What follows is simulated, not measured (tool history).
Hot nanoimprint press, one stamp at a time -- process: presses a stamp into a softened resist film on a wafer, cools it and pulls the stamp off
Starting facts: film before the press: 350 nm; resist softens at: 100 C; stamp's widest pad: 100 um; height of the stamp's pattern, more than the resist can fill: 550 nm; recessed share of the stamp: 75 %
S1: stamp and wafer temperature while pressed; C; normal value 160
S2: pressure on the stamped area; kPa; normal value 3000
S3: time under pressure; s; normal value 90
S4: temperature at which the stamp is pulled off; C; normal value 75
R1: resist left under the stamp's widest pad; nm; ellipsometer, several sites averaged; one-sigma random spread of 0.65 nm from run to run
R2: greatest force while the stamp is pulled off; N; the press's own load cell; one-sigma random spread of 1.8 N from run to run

{"run": 1, "hour": 0.0, "S1": 160, "S2": 3000, "S3": 90, "S4": 75, "R1": 199.3, "R2": 150}
{"run": 2, "hour": 5.9, "S1": 160, "S2": 3000, "S3": 90, "S4": 75, "R1": 198.4, "R2": 152}
{"run": 3, "hour": 17.6, "S1": 160, "S2": 3000, "S3": 90, "S4": 75, "R1": 199.8, "R2": 156}
{"run": 4, "hour": 25.0, "S1": 160, "S2": 3000, "S3": 90, "S4": 75, "R1": 199.1, "R2": 152}
{"run": 5, "hour": 38.0, "S1": 160, "S2": 3000, "S3": 90, "S4": 75, "R1": 199.1, "R2": 156}
{"run": 6, "hour": 50.7, "S1": 160, "S2": 3000, "S3": 90, "S4": 75, "R1": 197.7, "R2": 154}
{"run": 7, "hour": 58.7, "S1": 160, "S2": 3000, "S3": 90, "S4": 68, "R1": 198.2, "R2": 175}
{"run": 8, "hour": 71.8, "S1": 158, "S2": 3000, "S3": 90, "S4": 75, "R1": 211.1, "R2": 155}
{"run": 9, "hour": 83.1, "S1": 158, "S2": 3000, "S3": 90, "S4": 75, "R1": 210.8, "R2": 155}
{"run": 10, "hour": 96.4, "S1": 158, "S2": 3000, "S3": 90, "S4": 75, "R1": 211.1, "R2": 155}
{"run": 11, "hour": 108.0, "S1": 158, "S2": 3000, "S3": 90, "S4": 75, "R1": 210.4, "R2": 151}
{"run": 12, "hour": 116.4, "S1": 158, "S2": 3000, "S3": 90, "S4": 75, "R1": 209.7, "R2": 160}
{"run": 13, "hour": 126.0, "S1": 158, "S2": 3000, "S3": 90, "S4": 75, "R1": 210.0, "R2": 152}
{"run": 14, "hour": 133.8, "S1": 158, "S2": 3000, "S3": 90, "S4": 75, "R1": 210.0, "R2": 152}
{"run": 15, "hour": 139.4, "S1": 160, "S2": 4180, "S3": 90, "S4": 75, "R1": 165.5, "R2": 154}
{"run": 16, "hour": 150.7, "S1": 148, "S2": 3000, "S3": 90, "S4": 75, "R1": 276.1, "R2": 152}
{"run": 17, "hour": 158.9, "S1": 164, "S2": 1880, "S3": 131, "S4": 60, "R1": 194.4, "R2": 203}
{"run": 18, "hour": 168.1, "S1": 153, "S2": 2000, "S3": 90, "S4": 66, "R1": 279.0, "R2": 182}
{"run": 19, "hour": 177.5, "S1": 170, "S2": 3030, "S3": 90, "S4": 73, "R1": 140.0, "R2": 162}
{"run": 20, "hour": 188.5, "S1": 160, "S2": 4740, "S3": 51, "S4": 70, "R1": 184.9, "R2": 170}
{"run": 21, "hour": 198.0, "S1": 160, "S2": 2070, "S3": 124, "S4": 75, "R1": 213.0, "R2": 156}
{"run": 22, "hour": 211.4, "S1": 160, "S2": 2070, "S3": 124, "S4": 75, "R1": 212.8, "R2": 155}
{"run": 23, "hour": 220.5, "S1": 166, "S2": 4630, "S3": 124, "S4": 79, "R1": 112.0, "R2": 140}
{"hour": 226.8, "done": "gauge calibrated"}
{"run": 24, "hour": 228.1, "S1": 166, "S2": 3110, "S3": 144, "S4": 71, "R1": 136.8, "R2": 170}
{"run": 25, "hour": 236.0, "S1": 160, "S2": 4300, "S3": 156, "S4": 80, "R1": 138.2, "R2": 135}
{"run": 26, "hour": 249.5, "S1": 149, "S2": 3000, "S3": 90, "S4": 82, "R1": 271.6, "R2": 132}
{"run": 27, "hour": 260.2, "S1": 170, "S2": 1870, "S3": 90, "S4": 75, "R1": 186.2, "R2": 154}
{"run": 28, "hour": 270.3, "S1": 170, "S2": 1870, "S3": 90, "S4": 75, "R1": 185.6, "R2": 157}
{"run": 29, "hour": 278.1, "S1": 168, "S2": 3000, "S3": 90, "S4": 75, "R1": 153.4, "R2": 155}
{"run": 30, "hour": 286.2, "S1": 152, "S2": 3000, "S3": 90, "S4": 69, "R1": 251.9, "R2": 176}

Some steps in R1 between neighbouring runs. How much of each would the tool show without its hidden state too (settings, what came in, random variation), and how much is left for the hidden state, with any gauge scatter that isn't in both results?
Hidden state at play: true temperature over the reading, C; pressure that arrives at the usual setting, %; grip of the stamp's worn release coat, % over a new coat's; drift of the gauge itself on residual_nm, %; drift of the gauge itself on pull_off_n, %.
Run 15 -> 16: S1 160 -> 148, S2 4180 -> 3000. R1 +110.6 nm: hidden state -1.8, all else +112.4.
Run 18 -> 19: S1 153 -> 170, S2 2000 -> 3030, S4 66 -> 73. R1 -139.0 nm: hidden state +2.1, all else -141.1.
Run 22 -> 23: S1 160 -> 166, S2 2070 -> 4630, S4 75 -> 79. R1 -100.8 nm: hidden state +2.0, all else -102.8.
Run 23 -> 24: S2 4630 -> 3110, S3 124 -> 144, S4 79 -> 71, gauge calibrated. R1 +24.8 nm: hidden state +2.3, all else +22.5.
Run 25 -> 26: S1 160 -> 149, S2 4300 -> 3000, S3 156 -> 90, S4 80 -> 82. R1 +133.4 nm: hidden state -0.4, all else +133.8.
